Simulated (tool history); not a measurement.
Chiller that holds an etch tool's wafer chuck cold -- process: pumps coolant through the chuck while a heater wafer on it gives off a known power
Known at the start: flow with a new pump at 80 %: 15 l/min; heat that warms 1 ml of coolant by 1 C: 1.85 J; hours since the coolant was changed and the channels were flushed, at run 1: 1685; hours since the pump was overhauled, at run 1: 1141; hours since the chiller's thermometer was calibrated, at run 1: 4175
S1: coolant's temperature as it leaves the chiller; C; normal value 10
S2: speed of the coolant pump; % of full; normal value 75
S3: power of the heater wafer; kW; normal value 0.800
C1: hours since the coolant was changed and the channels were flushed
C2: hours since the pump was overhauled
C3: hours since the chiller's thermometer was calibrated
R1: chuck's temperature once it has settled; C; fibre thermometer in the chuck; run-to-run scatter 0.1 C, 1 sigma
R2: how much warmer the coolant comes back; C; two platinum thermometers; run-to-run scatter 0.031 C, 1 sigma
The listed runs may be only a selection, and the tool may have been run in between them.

{"run": 1, "hour": 0.0, "S1": 10, "S2": 75, "S3": 0.8, "C1": 1685, "C2": 1141, "C3": 4175, "R1": 16.1, "R2": 1.88}
{"run": 2, "hour": 50.1, "S1": 10, "S2": 75, "S3": 0.8, "C1": 1736, "C2": 1191, "C3": 4225, "R1": 16.2, "R2": 1.87}
{"run": 3, "hour": 100.8, "S1": 7, "S2": 75, "S3": 0.8, "C1": 1786, "C2": 1242, "C3": 4276, "R1": 13.1, "R2": 1.89}
{"hour": 107.7, "done": "chiller's thermometer calibrated"}
{"run": 4, "hour": 147.4, "S1": 7, "S2": 75, "S3": 0.8, "C1": 1832, "C2": 1287, "C3": 40, "R1": 13.1, "R2": 2.0}
{"run": 5, "hour": 201.1, "S1": 8, "S2": 75, "S3": 0.8, "C1": 1886, "C2": 1341, "C3": 93, "R1": 14.1, "R2": 1.86}
{"run": 6, "hour": 258.8, "S1": 10, "S2": 75, "S3": 0.856, "C1": 1943, "C2": 1399, "C3": 151, "R1": 16.5, "R2": 2.09}
{"run": 7, "hour": 307.2, "S1": 10, "S2": 75, "S3": 0.8, "C1": 1992, "C2": 1447, "C3": 199, "R1": 16.0, "R2": 1.94}
{"run": 8, "hour": 351.6, "S1": 10, "S2": 75, "S3": 0.8, "C1": 2036, "C2": 1491, "C3": 244, "R1": 16.0, "R2": 2.01}
{"run": 9, "hour": 377.9, "S1": 10, "S2": 75, "S3": 0.8, "C1": 2062, "C2": 1518, "C3": 270, "R1": 16.0, "R2": 2.0}
{"run": 10, "hour": 410.6, "S1": 10, "S2": 75, "S3": 0.8, "C1": 2095, "C2": 1550, "C3": 303, "R1": 15.9, "R2": 1.98}
{"run": 11, "hour": 438.2, "S1": 10, "S2": 67, "S3": 0.8, "C1": 2123, "C2": 1578, "C3": 331, "R1": 16.7, "R2": 2.26}
{"run": 12, "hour": 470.5, "S1": 10, "S2": 67, "S3": 0.8, "C1": 2155, "C2": 1610, "C3": 363, "R1": 16.9, "R2": 2.26}
{"run": 13, "hour": 517.4, "S1": 10, "S2": 67, "S3": 0.8, "C1": 2202, "C2": 1657, "C3": 410, "R1": 16.8, "R2": 2.32}
{"run": 14, "hour": 569.2, "S1": 10, "S2": 67, "S3": 0.8, "C1": 2254, "C2": 1709, "C3": 462, "R1": 16.6, "R2": 2.26}
{"run": 15, "hour": 595.9, "S1": 17, "S2": 75, "S3": 1.113, "C1": 2280, "C2": 1736, "C3": 488, "R1": 25.5, "R2": 2.76}
{"run": 16, "hour": 640.6, "S1": 17, "S2": 75, "S3": 1.113, "C1": 2325, "C2": 1780, "C3": 533, "R1": 25.4, "R2": 2.81}
{"run": 17, "hour": 683.0, "S1": 17, "S2": 75, "S3": 1.113, "C1": 2367, "C2": 1823, "C3": 575, "R1": 25.4, "R2": 2.79}
{"run": 18, "hour": 708.8, "S1": 17, "S2": 75, "S3": 1.113, "C1": 2393, "C2": 1849, "C3": 601, "R1": 25.5, "R2": 2.8}
{"run": 19, "hour": 760.1, "S1": 17, "S2": 75, "S3": 1.113, "C1": 2445, "C2": 1900, "C3": 652, "R1": 25.7, "R2": 2.88}
{"run": 20, "hour": 797.9, "S1": 19, "S2": 89, "S3": 0.479, "C1": 2482, "C2": 1938, "C3": 690, "R1": 22.3, "R2": 1.2}
{"run": 21, "hour": 836.1, "S1": 19, "S2": 89, "S3": 0.479, "C1": 2520, "C2": 1976, "C3": 728, "R1": 22.2, "R2": 1.15}
{"run": 22, "hour": 871.9, "S1": 13, "S2": 75, "S3": 0.8, "C1": 2556, "C2": 2012, "C3": 764, "R1": 19.1, "R2": 2.14}
{"run": 23, "hour": 906.3, "S1": 13, "S2": 75, "S3": 0.8, "C1": 2591, "C2": 2046, "C3": 799, "R1": 19.3, "R2": 2.16}
{"run": 24, "hour": 939.0, "S1": 13, "S2": 75, "S3": 0.8, "C1": 2623, "C2": 2079, "C3": 831, "R1": 19.0, "R2": 2.2}
{"run": 25, "hour": 978.4, "S1": 17, "S2": 88, "S3": 0.8, "C1": 2663, "C2": 2118, "C3": 871, "R1": 22.2, "R2": 1.93}
{"run": 26, "hour": 1036.3, "S1": 17, "S2": 88, "S3": 0.8, "C1": 2721, "C2": 2176, "C3": 929, "R1": 22.2, "R2": 1.87}
{"run": 27, "hour": 1066.9, "S1": 17, "S2": 88, "S3": 0.8, "C1": 2751, "C2": 2207, "C3": 959, "R1": 22.2, "R2": 1.95}

What if the next run were any one of these 5? Each begins from the tool's condition after run 27:
{"run": "A", "hour": 1118.5, "S1": 10, "S2": 75, "S3": 0.488, "C1": 2803, "C2": 2258, "C3": 1011, "R1": "?", "R2": "?"}
{"run": "B", "hour": 1118.5, "S1": 10, "S2": 75, "S3": 1.144, "C1": 2803, "C2": 2258, "C3": 1011, "R1": "?", "R2": "?"}
{"run": "C", "hour": 1118.5, "S1": 9, "S2": 87, "S3": 0.533, "C1": 2803, "C2": 2258, "C3": 1011, "R1": "?", "R2": "?"}
{"run": "D", "hour": 1118.5, "S1": 0, "S2": 75, "S3": 0.8, "C1": 2803, "C2": 2258, "C3": 1011, "R1": "?", "R2": "?"}
{"run": "E", "hour": 1118.5, "S1": 10, "S2": 75, "S3": 0.5, "C1": 2803, "C2": 2258, "C3": 1011, "R1": "?", "R2": "?"}

run=A R1=13.6 R2=1.50
run=B R1=18.5 R2=3.02
run=C R1=12.6 R2=1.42
run=D R1=6.1 R2=2.22
run=E R1=13.9 R2=1.54
What these runs would have given with no unlogged condition in the tool:
run=A R1=13.6 R2=1.13
run=B R1=18.5 R2=2.65
run=C R1=12.5 R2=1.05
run=D R1=6.1 R2=1.86
run=E R1=13.8 R2=1.17

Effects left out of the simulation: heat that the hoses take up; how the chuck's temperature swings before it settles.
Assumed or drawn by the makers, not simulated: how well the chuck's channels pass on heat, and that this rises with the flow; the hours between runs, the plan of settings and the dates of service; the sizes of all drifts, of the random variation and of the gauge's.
